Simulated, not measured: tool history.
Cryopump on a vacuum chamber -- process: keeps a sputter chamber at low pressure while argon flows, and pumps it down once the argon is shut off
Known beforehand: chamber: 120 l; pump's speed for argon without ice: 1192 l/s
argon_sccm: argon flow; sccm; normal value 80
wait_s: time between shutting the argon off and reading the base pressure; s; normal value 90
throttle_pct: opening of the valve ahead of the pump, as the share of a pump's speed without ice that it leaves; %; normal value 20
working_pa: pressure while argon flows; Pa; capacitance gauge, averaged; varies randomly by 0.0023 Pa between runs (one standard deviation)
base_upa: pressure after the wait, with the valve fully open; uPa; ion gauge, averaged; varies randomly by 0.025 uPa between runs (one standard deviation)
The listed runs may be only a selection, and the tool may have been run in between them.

run 1 day=0 | argon_sccm=80 wait_s=90 throttle_pct=20 | working_pa=0.5706 base_upa=1.19
run 2 day=0.454 | argon_sccm=80 wait_s=90 throttle_pct=20 | working_pa=0.5685 base_upa=1.2
run 3 day=1 | argon_sccm=80 wait_s=90 throttle_pct=20 | working_pa=0.5678 base_upa=1.24
run 4 day=1.467 | argon_sccm=80 wait_s=90 throttle_pct=20 | working_pa=0.5685 base_upa=1.16
run 5 day=2.271 | argon_sccm=80 wait_s=90 throttle_pct=20 | working_pa=0.5684 base_upa=1.21
run 6 day=3.071 | argon_sccm=80 wait_s=59 throttle_pct=20 | working_pa=0.5728 base_upa=1.61
run 7 day=3.421 | argon_sccm=70 wait_s=90 throttle_pct=20 | working_pa=0.5056 base_upa=1.22
run 8 day=3.962 | argon_sccm=70 wait_s=90 throttle_pct=20 | working_pa=0.5056 base_upa=1.28
run 9 day=4.554 | argon_sccm=70 wait_s=90 throttle_pct=20 | working_pa=0.5035 base_upa=1.27
run 10 day=4.958 | argon_sccm=80 wait_s=140 throttle_pct=39 | working_pa=0.2972 base_upa=0.97
run 11 day=5.458 | argon_sccm=156 wait_s=90 throttle_pct=20 | working_pa=1.1225 base_upa=1.26
run 12 day=6.121 | argon_sccm=153 wait_s=61 throttle_pct=26 | working_pa=0.8521 base_upa=1.64

Predict the results of run 13:
run 13 day=6.671 | argon_sccm=80 wait_s=90 throttle_pct=46 | working_pa=? base_upa=?

{"run 13": {"working_pa": 0.2566, "base_upa": 1.26}}
With no hidden state in the tool, this same run would have given working_pa 0.2468 Pa, base_upa 0.99 uPa.
